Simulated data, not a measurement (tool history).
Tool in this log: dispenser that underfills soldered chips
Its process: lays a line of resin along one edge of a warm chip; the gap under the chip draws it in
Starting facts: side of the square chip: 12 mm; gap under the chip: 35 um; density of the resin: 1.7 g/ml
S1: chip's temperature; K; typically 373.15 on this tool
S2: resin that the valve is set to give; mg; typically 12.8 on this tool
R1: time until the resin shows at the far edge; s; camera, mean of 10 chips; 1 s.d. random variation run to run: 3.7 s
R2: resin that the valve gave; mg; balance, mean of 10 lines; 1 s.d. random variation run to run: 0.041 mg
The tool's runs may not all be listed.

run  hour      S1    S2      R1     R2
  1     0  373.15  12.8   625.2  12.17
  2   1.9  373.15  12.8   707.2  12.22
  3   6.3  373.15  12.8   899.5  12.12
  4  10.4  373.15  12.8   403.4  12.05
  5  14.4  373.15  12.5   506.8  11.76
  6  16.9  373.15  12.5   589.9  11.76
  7  18.8  366.15  12.5   809.1  11.75
  8    21  366.15  12.5   925.9  11.79
  9  25.5  373.15  12.8   366.3   12.1
 10  29.9  373.15  12.8   436.8  12.81
 11  33.7  373.15  12.8   539.1   12.8
 12  36.7  362.15  12.8   901.7  12.69
 13  39.4  362.15  12.8  1049.4  12.77
 14  42.4  362.15  12.8  1239.3  12.77
 15  46.9  371.15  11.2   456.9  11.15
 16    51  385.15    12   360.2  11.97
 17  55.1  385.15    12   462.9  11.88
 18  59.4  371.15    13     884  12.88
 19  62.3  361.15    11   560.5  10.88
 20  65.4  361.15    11   673.8  10.91
 21  69.3  377.15  14.9   484.2  14.71
 22  73.1  381.15  14.2   530.6  13.95
 23    76  362.15  12.3  1134.3  12.11
 24  77.8  362.15  12.3  1246.7  12.13
 25  80.2  362.15  12.3     534  12.05
 26  82.3  382.15  12.3   323.8  12.08
 27  85.9  371.15  14.4   545.7  14.12

Put back what was entered between runs (6 entries, withheld): which listed runs does each sit between, and how does the hidden state differ from the listed run before to the listed run after?
Runs 3 to 4: new syringe of resin (hour 7.9)
  resin's viscosity, % of fresh resin's: 245.2 -> 111.9; dose that the valve gives, % of what is set: 94.89 -> 94.75; true chip temperature over the reading, C: 0.28 -> 0.3
  what was measured, less what the result would be without the hidden state, R1: +533 -> +43.3 s; R2: -0.65 -> -0.67 mg
Runs 8 to 9: new syringe of resin (hour 25.4)
  resin's viscosity, % of fresh resin's: 202.5 -> 100.8; dose that the valve gives, % of what is set: 94.33 -> 94.18; true chip temperature over the reading, C: 0.35 -> 0.37
  what was measured, less what the result would be without the hidden state, R1: +469 -> +2.9 s; R2: -0.71 -> -0.75 mg
Runs 9 to 10: dispensing valve cleaned and set on the balance (hour 27.9)
  resin's viscosity, % of fresh resin's: 100.8 -> 121.9; dose that the valve gives, % of what is set: 94.18 -> 100.01; true chip temperature over the reading, C: 0.37 -> 0.39
  what was measured, less what the result would be without the hidden state, R1: +2.9 -> +74.1 s; R2: -0.75 -> +0.01 mg
Runs 14 to 15: new syringe of resin (hour 44.3)
  resin's viscosity, % of fresh resin's: 243.7 -> 115.2; dose that the valve gives, % of what is set: 99.55 -> 99.39; true chip temperature over the reading, C: 0.44 -> 0.46
  what was measured, less what the result would be without the hidden state, R1: +723.9 -> +55.2 s; R2: -0.05 -> -0.07 mg
Runs 18 to 19: new syringe of resin (hour 61.8)
  resin's viscosity, % of fresh resin's: 230.7 -> 103.6; dose that the valve gives, % of what is set: 98.9 -> 98.81; true chip temperature over the reading, C: 0.52 -> 0.54
  what was measured, less what the result would be without the hidden state, R1: +495.5 -> +12.1 s; R2: -0.14 -> -0.13 mg
Runs 24 to 25: new syringe of resin (hour 79.5)
  resin's viscosity, % of fresh resin's: 245.7 -> 104.6; dose that the valve gives, % of what is set: 98.25 -> 98.17; true chip temperature over the reading, C: 0.61 -> 0.62
  what was measured, less what the result would be without the hidden state, R1: +731.3 -> +14.9 s; R2: -0.21 -> -0.23 mg
